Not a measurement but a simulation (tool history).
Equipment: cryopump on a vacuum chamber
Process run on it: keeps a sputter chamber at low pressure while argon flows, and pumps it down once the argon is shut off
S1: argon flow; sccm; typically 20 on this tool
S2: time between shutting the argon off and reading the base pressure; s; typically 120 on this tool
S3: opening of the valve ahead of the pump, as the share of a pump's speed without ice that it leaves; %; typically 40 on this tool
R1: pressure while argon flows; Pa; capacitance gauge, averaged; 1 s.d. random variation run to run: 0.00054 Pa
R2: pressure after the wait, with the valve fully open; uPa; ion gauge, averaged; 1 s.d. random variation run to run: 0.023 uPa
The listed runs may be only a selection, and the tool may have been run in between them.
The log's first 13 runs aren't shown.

run	day	S1	S2	S3	R1	R2
14	18.129	20	120	40	0.0553	1.43
15	19.892	12	120	40	0.0340	1.50
16	20.846	12	120	40	0.0338	1.48
17	21.629	20	164	40	0.0567	1.34
18	22.696	19	139	25	0.0849	1.43
19	24.175	20	34	23	0.0967	2.96
20	24.996	14	120	33	0.0479	1.55
21	26.129	20	120	17	0.1297	1.58
22	26.979	20	120	17	0.1302	1.60
23	28.600	9	59	39	0.0267	2.21
24	30.388	8	52	29	0.0312	2.36
25	31.775	10	82	40	0.0303	1.94
26	32.554	23	120	29	0.0914	1.65
27	33.533	21	286	29	0.0842	1.33
28	34.267	19	63	40	0.0565	2.24
29	35.367	14	231	37	0.0453	1.48

Estimate the outcome of run 30 from the log above:
30	36.567	14	231	37	?	?

R1: 0.0448 Pa
R2: 1.49 uPa
The same run, on a tool lacking any hidden state, would have yielded R1 0.0402 Pa, R2 0.48 uPa.
